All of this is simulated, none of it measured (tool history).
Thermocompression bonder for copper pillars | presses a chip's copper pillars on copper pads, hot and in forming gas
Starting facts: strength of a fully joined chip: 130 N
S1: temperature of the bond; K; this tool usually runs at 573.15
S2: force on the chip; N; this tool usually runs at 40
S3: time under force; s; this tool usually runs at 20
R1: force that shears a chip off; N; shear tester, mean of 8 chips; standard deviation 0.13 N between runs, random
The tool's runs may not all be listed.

run 1 hour=0.0 | S1=573.15 S2=40 S3=20 | R1=99.7
run 2 hour=15.1 | S1=573.15 S2=54 S3=20 | R1=115.2
run 3 hour=29.8 | S1=573.15 S2=54 S3=20 | R1=115.3
run 4 hour=43.5 | S1=573.15 S2=54 S3=20 | R1=115.0
run 5 hour=61.8 | S1=546.15 S2=54 S3=20 | R1=102.4
run 6 hour=87.6 | S1=583.15 S2=54 S3=20 | R1=118.6
run 7 hour=113.4 | S1=583.15 S2=54 S3=20 | R1=113.3
run 8 hour=125.0 | S1=583.15 S2=54 S3=20 | R1=113.3
run 9 hour=138.8 | S1=566.15 S2=54 S3=20 | R1=105.6
run 10 hour=165.9 | S1=573.15 S2=49 S3=20 | R1=104.3
run 11 hour=183.1 | S1=573.15 S2=49 S3=20 | R1=104.5
run 12 hour=198.5 | S1=573.15 S2=49 S3=20 | R1=104.3
run 13 hour=224.6 | S1=573.15 S2=49 S3=20 | R1=104.0
run 14 hour=249.4 | S1=583.15 S2=40 S3=20 | R1=97.7
run 15 hour=268.6 | S1=584.15 S2=40 S3=20 | R1=98.2
run 16 hour=291.0 | S1=584.15 S2=40 S3=20 | R1=98.2
run 17 hour=302.8 | S1=568.15 S2=40 S3=20 | R1=89.2
run 18 hour=329.6 | S1=568.15 S2=40 S3=20 | R1=89.0
run 19 hour=348.8 | S1=568.15 S2=40 S3=20 | R1=89.1
run 20 hour=367.7 | S1=559.15 S2=54 S3=20 | R1=102.2
run 21 hour=385.2 | S1=559.15 S2=54 S3=20 | R1=102.1
run 22 hour=399.6 | S1=576.15 S2=45 S3=11 | R1=87.7
run 23 hour=426.7 | S1=578.15 S2=48 S3=20 | R1=105.3
run 24 hour=441.4 | S1=578.15 S2=48 S3=20 | R1=105.5
run 25 hour=459.9 | S1=554.15 S2=51 S3=22 | R1=98.0
run 26 hour=486.8 | S1=554.15 S2=27 S3=22 | R1=58.1
run 27 hour=512.1 | S1=598.15 S2=45 S3=22 | R1=111.9
run 28 hour=535.0 | S1=574.15 S2=31 S3=11 | R1=62.2
run 29 hour=553.3 | S1=574.15 S2=41 S3=19 | R1=92.5
run 30 hour=567.0 | S1=574.15 S2=41 S3=19 | R1=93.6
run 31 hour=582.6 | S1=573.15 S2=40 S3=33 | R1=103.0
run 32 hour=604.9 | S1=573.15 S2=40 S3=33 | R1=103.3
run 33 hour=624.7 | S1=573.15 S2=40 S3=33 | R1=103.3
run 34 hour=640.2 | S1=550.15 S2=49 S3=43 | R1=110.0
run 35 hour=665.0 | S1=558.15 S2=49 S3=31 | R1=108.1
run 36 hour=688.5 | S1=584.15 S2=45 S3=34 | R1=117.4
run 37 hour=704.5 | S1=573.15 S2=47 S3=20 | R1=104.9

Withheld: 4 entries from between the runs. Position of each, and hidden state at the listed run before versus the listed run after:
After run 6, before run 7: heater calibrated with a thermocouple chip (hour 110.4)
  true temperature of the bond over the reading, C: 13.6 -> -0.1; oxide that the forming gas leaves, % of the face: 1.97 -> 2.02
  what was measured, less what the result would be without the hidden state, R1: +2.6 -> -2.2 N
After run 26, before run 27: force cell calibrated (hour 489.5)
  true temperature of the bond over the reading, C: 2.1 -> 2.3; force that reaches the chip, % of what is set: 98.5 -> 97.4; oxide that the forming gas leaves, % of the face: 2.91 -> 2.96
  what was measured, less what the result would be without the hidden state, R1: -1.1 -> -3.2 N
After run 29, before run 30: force cell calibrated, once more (hour 556.5)
  true temperature of the bond over the reading, C: 2.5 -> 2.6; force that reaches the chip, % of what is set: 97.4 -> 99.4; oxide that the forming gas leaves, % of the face: 3.07 -> 3.1
  what was measured, less what the result would be without the hidden state, R1: -2.7 -> -1.4 N
After run 33, before run 34: forming gas filter changed (hour 636.7)
  true temperature of the bond over the reading, C: 2.9 -> 3; oxide that the forming gas leaves, % of the face: 3.25 -> 0.57
  what was measured, less what the result would be without the hidden state, R1: -1.8 -> +1.1 N
